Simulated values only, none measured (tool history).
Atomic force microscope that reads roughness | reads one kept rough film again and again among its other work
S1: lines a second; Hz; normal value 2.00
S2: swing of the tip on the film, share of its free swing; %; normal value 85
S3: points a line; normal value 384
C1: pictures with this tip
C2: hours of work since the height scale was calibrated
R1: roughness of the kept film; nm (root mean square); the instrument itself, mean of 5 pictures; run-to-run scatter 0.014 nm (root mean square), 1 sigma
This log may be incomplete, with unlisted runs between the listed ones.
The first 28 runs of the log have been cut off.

{"run": 29, "hour": 181.5, "S1": 2.13, "S2": 62, "S3": 359, "C1": 23, "C2": 130, "R1": 3.23}
{"run": 30, "hour": 186.9, "S1": 2.25, "S2": 85, "S3": 708, "C1": 31, "C2": 133, "R1": 2.789}
{"run": 31, "hour": 193.3, "S1": 0.72, "S2": 61, "S3": 376, "C1": 41, "C2": 136, "R1": 3.106}
{"run": 32, "hour": 201.9, "S1": 0.72, "S2": 61, "S3": 376, "C1": 54, "C2": 140, "R1": 2.957}
{"run": 33, "hour": 206.0, "S1": 1.69, "S2": 85, "S3": 1018, "C1": 60, "C2": 142, "R1": 2.605}
{"hour": 207.8, "done": "height scale calibrated on a step standard"}
{"run": 34, "hour": 215.5, "S1": 1.69, "S2": 85, "S3": 1018, "C1": 72, "C2": 4, "R1": 2.506}
{"run": 35, "hour": 220.5, "S1": 1.69, "S2": 85, "S3": 1018, "C1": 80, "C2": 6, "R1": 2.424}
{"run": 36, "hour": 224.6, "S1": 0.78, "S2": 80, "S3": 684, "C1": 86, "C2": 8, "R1": 2.599}

What does the tool deliver on the next run?
{"run": 37, "hour": 233.1, "S1": 0.78, "S2": 80, "S3": 684, "C1": 98, "C2": 13, "R1": "?"}

R1: 2.519 nm (root mean square)
Had the tool carried no hidden state, the very same run would have given R1 3.703 nm (root mean square).

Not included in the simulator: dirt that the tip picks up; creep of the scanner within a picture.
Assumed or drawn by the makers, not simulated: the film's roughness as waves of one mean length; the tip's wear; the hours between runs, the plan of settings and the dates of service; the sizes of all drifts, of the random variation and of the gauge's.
